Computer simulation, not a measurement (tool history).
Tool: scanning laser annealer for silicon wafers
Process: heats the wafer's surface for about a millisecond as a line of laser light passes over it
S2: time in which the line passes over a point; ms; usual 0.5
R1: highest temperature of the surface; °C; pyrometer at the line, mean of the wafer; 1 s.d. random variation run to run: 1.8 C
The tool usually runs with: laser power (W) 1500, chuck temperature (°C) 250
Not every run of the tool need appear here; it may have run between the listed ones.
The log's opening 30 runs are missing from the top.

{"run": 31, "day": 10.667, "laser power (W)": 1535, "S2": 0.5, "chuck temperature (°C)": 271, "R1": 1036}
{"run": 32, "day": 10.9, "laser power (W)": 1535, "S2": 0.5, "chuck temperature (°C)": 271, "R1": 1037}
{"run": 33, "day": 11.242, "laser power (W)": 1535, "S2": 0.5, "chuck temperature (°C)": 271, "R1": 1034}
{"run": 34, "day": 11.642, "laser power (W)": 1535, "S2": 0.5, "chuck temperature (°C)": 271, "R1": 1034}
{"run": 35, "day": 12.133, "laser power (W)": 1500, "S2": 0.5, "chuck temperature (°C)": 235, "R1": 978}
{"run": 36, "day": 12.512, "laser power (W)": 1283, "S2": 0.355, "chuck temperature (°C)": 280, "R1": 823}
{"run": 37, "day": 12.854, "laser power (W)": 1283, "S2": 0.355, "chuck temperature (°C)": 280, "R1": 822}
{"run": 38, "day": 13.2, "laser power (W)": 1500, "S2": 0.548, "chuck temperature (°C)": 228, "R1": 1008}
{"run": 39, "day": 13.617, "laser power (W)": 1554, "S2": 0.382, "chuck temperature (°C)": 250, "R1": 924}
{"run": 40, "day": 13.988, "laser power (W)": 1356, "S2": 0.387, "chuck temperature (°C)": 277, "R1": 874}

What if the next run were any one of these 3? Each begins from the tool's condition after run 40:
{"run": "A", "day": 14.204, "laser power (W)": 1293, "S2": 0.446, "chuck temperature (°C)": 277, "R1": "?"}
{"run": "B", "day": 14.204, "laser power (W)": 1338, "S2": 0.387, "chuck temperature (°C)": 277, "R1": "?"}
{"run": "C", "day": 14.204, "laser power (W)": 1432, "S2": 0.492, "chuck temperature (°C)": 226, "R1": "?"}

run=A R1=888
run=B R1=869
run=C R1=934
What these runs would have given with no unlogged condition in the tool:
run=A R1=918
run=B R1=898
run=C R1=968

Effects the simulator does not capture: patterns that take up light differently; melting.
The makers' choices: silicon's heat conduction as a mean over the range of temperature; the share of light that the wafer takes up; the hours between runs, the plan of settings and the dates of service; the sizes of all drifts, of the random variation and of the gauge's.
